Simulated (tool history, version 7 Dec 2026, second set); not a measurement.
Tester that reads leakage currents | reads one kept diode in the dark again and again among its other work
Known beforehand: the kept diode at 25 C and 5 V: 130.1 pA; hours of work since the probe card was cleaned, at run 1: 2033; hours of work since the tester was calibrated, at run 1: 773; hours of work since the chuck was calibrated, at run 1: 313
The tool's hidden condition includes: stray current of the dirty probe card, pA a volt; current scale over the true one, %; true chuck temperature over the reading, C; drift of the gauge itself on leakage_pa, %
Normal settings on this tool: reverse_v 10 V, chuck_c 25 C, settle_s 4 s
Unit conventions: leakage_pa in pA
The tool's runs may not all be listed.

run     day  reverse_v  chuck_c  settle_s  hours of work since the probe card was cleaned  hours of work since the tester was calibrated  hours of work since the chuck was calibrated  leakage_pa
  1       0         10       25         4                                            2033                                            773                                           313      191.56
  2   2.504        4.7       25         4                                            2058                                            798                                           338      140.85
  3   5.162         10       46         4                                            2084                                            824                                           365      723.97
  4   6.504         10       25         4                                            2098                                            838                                           378      192.74
  5   7.917        4.1       25         4                                            2112                                            851                                           392      132.47
  6   10.55        4.1       25         4                                            2138                                            878                                           418      133.12
  7  12.246       13.4       25         4                                            2155                                            894                                           435      221.21
  8  14.942       13.4       25         4                                            2181                                            921                                           461      220.67
  9  17.004       13.4       25         4                                            2202                                            941                                           482      220.91
 10  19.354       13.4       25         4                                            2225                                            965                                           505      221.96
 11  20.804       13.4       25         4                                            2239                                            979                                           519      221.11
 12  23.338       13.4       25         4                                            2264                                           1004                                           544         223
 13  25.996         10       25      2.85                                            2291                                           1031                                           571      196.74
 14  28.796         10       25         4                                            2318                                           1058                                           599      196.39
 15  31.083         10       47         4                                            2341                                           1081                                           621      777.19
 16  32.346         10       25      0.46                                            2354                                           1093                                           634      202.16
 17  34.396         10       34         4                                            2374                                           1114                                           654      347.42
 18  37.075         10       34         4                                            2400                                           1140                                           681      346.03
 19  38.971         10       34         4                                            2419                                           1159                                           699      349.53
 20  40.608         10       34         4                                            2435                                           1175                                           716      347.19
 21  43.371        1.7       25      2.56                                            2463                                           1203                                           743        95.4
 22  44.658        1.7       25      2.56                                            2475                                           1215                                           756       95.32
 23  46.812        1.7       28      2.56                                            2497                                           1237                                           777      117.03
 24  49.675        1.8       28      0.31                                            2525                                           1265                                           805      121.21
 25  51.221        1.8       28      0.31                                            2540                                           1280                                           821      121.88
 26  53.692        8.4       52      0.96                                            2565                                           1305                                           845      988.28
 27  55.512        9.9       52      8.42                                            2583                                           1323                                           863     1054.62
 28  56.725        1.1       52      0.47                                            2595                                           1335                                           875      470.33
 29  59.558        1.1       52      0.47                                            2623                                           1363                                           903       471.8
 30  61.279        4.1       28      3.54                                            2640                                           1380                                           920      165.67
 31  62.758         10       32      1.24                                            2655                                           1395                                           935      312.99
 32  64.879       19.5       38      9.14                                            2676                                           1416                                           956      593.83
 33  67.554       19.5       38       1.5                                            2702                                           1442                                           982       599.2
       68.9  -- probe card cleaned and baked
 34  69.133         10       29       7.3                                               2                                           1457                                           997      229.86
 35  71.658        1.3       23       0.5                                              27                                           1482                                          1022       72.63
 36  74.046        5.8       45      0.84                                              51                                           1505                                          1045      553.63
 37  76.175        6.4       39      0.31                                              72                                           1526                                          1067      392.55
 38  77.858        6.4       39      0.31                                              89                                           1543                                          1083      394.35
 39  80.042        6.4       39      0.31                                             110                                           1565                                          1105      396.14
 40  82.442         10       34         4                                             134                                           1588                                          1129       327.8

Some steps in leakage_pa, run to run, broken into two amounts with sign: the step expected even without the hidden condition (settings, incoming material, random variation), and the rest, left for the hidden condition together with whatever gauge scatter is not in both the measured and the hidden-condition-free result:
Run 2 -> 3: reverse_v 4.7 -> 10, chuck_c 25 -> 46. leakage_pa +583.12 pA: hidden state +18.44, all else +564.68.
Run 25 -> 26: reverse_v 1.8 -> 8.4, chuck_c 28 -> 52, settle_s 0.31 -> 0.96. leakage_pa +866.4 pA: hidden state +35.67, all else +830.73.
Run 27 -> 28: reverse_v 9.9 -> 1.1, settle_s 8.42 -> 0.47. leakage_pa -584.29 pA: hidden state -36.42, all else -547.87.
Run 33 -> 34: reverse_v 19.5 -> 10, chuck_c 38 -> 29, settle_s 1.5 -> 7.3, probe card cleaned and baked. leakage_pa -369.34 pA: hidden state -64.18, all else -305.16.
